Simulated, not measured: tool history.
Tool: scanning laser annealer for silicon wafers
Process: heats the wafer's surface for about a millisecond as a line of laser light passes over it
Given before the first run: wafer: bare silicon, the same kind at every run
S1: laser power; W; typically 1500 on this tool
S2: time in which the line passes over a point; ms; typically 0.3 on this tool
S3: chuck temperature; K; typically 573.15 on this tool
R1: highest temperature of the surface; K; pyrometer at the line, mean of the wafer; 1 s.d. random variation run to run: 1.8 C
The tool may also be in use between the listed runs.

run 1 hour=0 | S1=1500 S2=0.3 S3=573.15 | R1=1284.15
run 2 hour=41.2 | S1=1500 S2=0.3 S3=573.15 | R1=1278.15
run 3 hour=74.5 | S1=1500 S2=0.3 S3=573.15 | R1=1277.15
run 4 hour=114.8 | S1=1500 S2=0.3 S3=573.15 | R1=1272.15
-- hour=128.9 optics aligned, line set to its width
run 5 hour=149.1 | S1=1500 S2=0.3 S3=580.15 | R1=1294.15
run 6 hour=187.1 | S1=1500 S2=0.3 S3=540.15 | R1=1252.15
run 7 hour=223.1 | S1=1500 S2=0.3 S3=540.15 | R1=1245.15
run 8 hour=241.7 | S1=1500 S2=0.3 S3=540.15 | R1=1246.15
run 9 hour=274.8 | S1=1500 S2=0.3 S3=540.15 | R1=1244.15
run 10 hour=293.8 | S1=1500 S2=0.3 S3=540.15 | R1=1240.15
run 11 hour=324.7 | S1=1398 S2=0.3 S3=540.15 | R1=1175.15
run 12 hour=354.5 | S1=1430 S2=0.326 S3=540.15 | R1=1223.15
run 13 hour=390.3 | S1=1395 S2=0.337 S3=607.15 | R1=1278.15
-- hour=411.7 window over the wafer cleaned
run 14 hour=423.1 | S1=1540 S2=0.336 S3=611.15 | R1=1404.15
run 15 hour=450 | S1=1399 S2=0.332 S3=590.15 | R1=1282.15
run 16 hour=471.2 | S1=1517 S2=0.222 S3=597.15 | R1=1211.15

Here are 3 independent what-if runs from the current tool condition. What would each one return?
run A hour=514 | S1=1500 S2=0.286 S3=569.15 | R1=?
run B hour=514 | S1=1425 S2=0.285 S3=597.15 | R1=?
run C hour=514 | S1=1500 S2=0.214 S3=563.15 | R1=?

run=A R1=1264.15
run=B R1=1244.15
run=C R1=1155.15
Without the tool's hidden state the same runs would have given:
run=A R1=1280.15
run=B R1=1259.15
run=C R1=1169.15
